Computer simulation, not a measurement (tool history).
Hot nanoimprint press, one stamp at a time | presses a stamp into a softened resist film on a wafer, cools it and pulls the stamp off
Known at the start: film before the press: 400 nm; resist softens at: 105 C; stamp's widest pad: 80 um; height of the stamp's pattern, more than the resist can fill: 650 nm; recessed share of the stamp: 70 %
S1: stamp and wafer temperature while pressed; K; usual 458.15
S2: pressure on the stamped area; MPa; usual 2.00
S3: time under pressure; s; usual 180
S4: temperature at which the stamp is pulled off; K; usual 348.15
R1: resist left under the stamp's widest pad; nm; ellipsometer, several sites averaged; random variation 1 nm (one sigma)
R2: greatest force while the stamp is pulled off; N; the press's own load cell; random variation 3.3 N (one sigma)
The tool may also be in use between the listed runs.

run 1 hour=0.0 | S1=458.15 S2=2.00 S3=180 S4=348.15 | R1=148.3 R2=161
run 2 hour=65.6 | S1=458.15 S2=2.00 S3=278 S4=348.15 | R1=123.5 R2=161
run 3 hour=137.7 | S1=458.15 S2=2.61 S3=278 S4=348.15 | R1=108.4 R2=164
run 4 hour=206.5 | S1=458.15 S2=2.61 S3=278 S4=348.15 | R1=108.7 R2=168
run 5 hour=264.6 | S1=458.15 S2=2.61 S3=278 S4=339.15 | R1=106.0 R2=201
-- hour=305.1 plate thermocouple calibrated
run 6 hour=333.2 | S1=458.15 S2=2.00 S3=297 S4=348.15 | R1=125.0 R2=184
run 7 hour=402.1 | S1=458.15 S2=2.00 S3=190 S4=346.15 | R1=151.2 R2=187
run 8 hour=471.8 | S1=458.15 S2=2.00 S3=190 S4=346.15 | R1=150.5 R2=199
run 9 hour=503.1 | S1=458.15 S2=2.00 S3=190 S4=348.15 | R1=150.5 R2=188
run 10 hour=577.5 | S1=467.15 S2=2.07 S3=190 S4=348.15 | R1=105.6 R2=197
run 11 hour=629.7 | S1=458.15 S2=2.17 S3=185 S4=350.15 | R1=146.4 R2=191
-- hour=666.1 stamp cleaned and given a new release coat
run 12 hour=670.9 | S1=458.15 S2=2.00 S3=225 S4=348.15 | R1=138.1 R2=156

Forecast each of these 5 alternatives for the next run:
run A hour=706.0 | S1=458.15 S2=2.00 S3=225 S4=348.15 | R1=? R2=?
run B hour=706.0 | S1=458.15 S2=1.33 S3=147 S4=348.15 | R1=? R2=?
run C hour=706.0 | S1=458.15 S2=2.48 S3=180 S4=340.15 | R1=? R2=?
run D hour=706.0 | S1=458.15 S2=1.54 S3=225 S4=335.15 | R1=? R2=?
run E hour=706.0 | S1=461.15 S2=1.89 S3=180 S4=340.15 | R1=? R2=?

run=A R1=137.4 R2=159
run=B R1=194.5 R2=160
run=C R1=139.4 R2=187
run=D R1=154.8 R2=193
run=E R1=139.7 R2=181
Without the tool's hidden state the same runs would have given:
run=A R1=137.4 R2=159
run=B R1=196.8 R2=160
run=C R1=138.3 R2=186
run=D R1=156.2 R2=192
run=E R1=139.9 R2=181
